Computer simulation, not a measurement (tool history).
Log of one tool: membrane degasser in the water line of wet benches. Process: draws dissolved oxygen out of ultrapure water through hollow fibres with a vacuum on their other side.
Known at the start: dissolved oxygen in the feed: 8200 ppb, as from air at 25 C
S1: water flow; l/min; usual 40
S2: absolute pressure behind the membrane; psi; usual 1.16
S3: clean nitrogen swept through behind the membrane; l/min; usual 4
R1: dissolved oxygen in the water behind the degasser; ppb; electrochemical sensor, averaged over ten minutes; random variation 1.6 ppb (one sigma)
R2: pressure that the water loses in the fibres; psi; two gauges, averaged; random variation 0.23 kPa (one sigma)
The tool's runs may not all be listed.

run,hour,S1,S2,S3,R1,R2
1,0,40,1.16,4,164,8.72
2,84.5,40,1.16,4,165,8.663
3,145.3,40,1.16,2.4,234.8,8.669
4,200.8,40,1.16,4,163.7,8.723
5,247.1,40,1.16,4,164.8,8.702
6,291.6,40,1.633,4,238.5,8.717
7,374.7,40,1.633,4,237.3,8.688
8,451.5,40,1.633,4,237.1,8.683
9,497.5,40,1.16,1.61,306.5,8.699
10,585.5,40,1.16,1.61,316.8,8.712
11,650.4,28,1.16,1.61,204.8,6.145
12,729.2,28,1.16,1.61,207.4,6.1
13,803.5,28,1.16,6.06,66.6,6.051
14,845.9,28,1.16,6.06,68.2,6.102
# hour 851.8: vacuum gauge calibrated
15,927.1,40,1.16,4,165.8,8.757
16,968.9,40,1.16,4,167.4,8.712
17,1024.7,40,1.16,4,169,8.749
18,1094.1,48,1.16,11.64,143.6,10.422
19,1172.9,34,1.775,11.64,93.5,7.369
20,1214.2,27,1.165,4.94,77.6,5.865
21,1290.1,27,1.165,4.94,78.4,5.839
# hour 1306.7: vacuum gauge calibrated, once more
22,1368.7,27,1.165,4.94,72.6,5.909

The next listed run, before its measurement:
23,1451.4,30,2.337,4,?,?

{"run 23": {"R1": 241.6, "R2": 6.553}}
Without the tool's hidden state the same run would have given R1 238 ppb, R2 6.496 psi.
